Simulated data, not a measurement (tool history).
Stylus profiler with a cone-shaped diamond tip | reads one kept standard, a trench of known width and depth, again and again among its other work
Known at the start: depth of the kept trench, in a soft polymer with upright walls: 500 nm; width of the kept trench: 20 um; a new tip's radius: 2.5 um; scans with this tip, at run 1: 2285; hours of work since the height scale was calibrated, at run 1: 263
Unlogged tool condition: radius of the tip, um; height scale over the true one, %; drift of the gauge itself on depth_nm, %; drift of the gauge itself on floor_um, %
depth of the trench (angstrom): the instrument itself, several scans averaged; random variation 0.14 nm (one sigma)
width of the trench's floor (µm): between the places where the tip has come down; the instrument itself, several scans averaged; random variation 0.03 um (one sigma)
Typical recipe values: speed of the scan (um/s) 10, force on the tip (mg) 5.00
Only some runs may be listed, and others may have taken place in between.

run   hour  speed of the scan (um/s)  force on the tip (mg)  scans with this tip  hours of work since the height scale was calibrated  depth of the trench (angstrom)  width of the trench's floor (µm)
  1    0.0                        10                   5.00                 2285                                                  263                          5126.4                             16.82
  2   14.6                        10                   5.00                 2341                                                  269                          5125.8                             16.84
  3   26.1                        10                   5.00                 2385                                                  274                          5124.9                             16.87
  4   34.5                        10                   5.00                 2417                                                  278                          5123.4                             16.84
  5   42.2                        10                   5.00                 2446                                                  281                          5125.9                             16.85
  6   55.7                        10                   5.00                 2498                                                  287                          5121.9                             16.82
  7   65.1                        10                   5.00                 2533                                                  291                          5125.0                             16.85
  8   78.5                        10                   5.00                 2584                                                  297                          5123.3                             16.86
  9   92.7                        10                   5.00                 2639                                                  303                          5127.0                             16.87
 10  106.4                        10                   7.31                 2691                                                  309                          5157.8                             16.86
 11  119.7                        10                   3.65                 2742                                                  315                          5097.9                             16.80
 12  129.3                         8                   5.38                 2778                                                  319                          5132.6                             16.84
 13  142.5                         3                   4.91                 2829                                                  325                          5122.2                             16.83
 14  152.5                         3                   4.91                 2867                                                  330                          5122.9                             16.89
 15  165.8                         3                   6.81                 2918                                                  335                          5153.0                             16.84
     167.1  -- height scale calibrated on a step standard
 16  178.0                        15                   7.37                 2962                                                    5                          5159.6                             16.76

Estimate the outcome of run 17 from the log above:
 17  189.9                         8                   7.37                 3007                                                   10                               ?                                 ?

depth of the trench (angstrom): 5158.1
width of the trench's floor (µm): 16.83
With the hidden condition absent and the run-to-run variation left alone, this run would have shown depth of the trench (angstrom) 5163.2, width of the trench's floor (µm) 16.99.
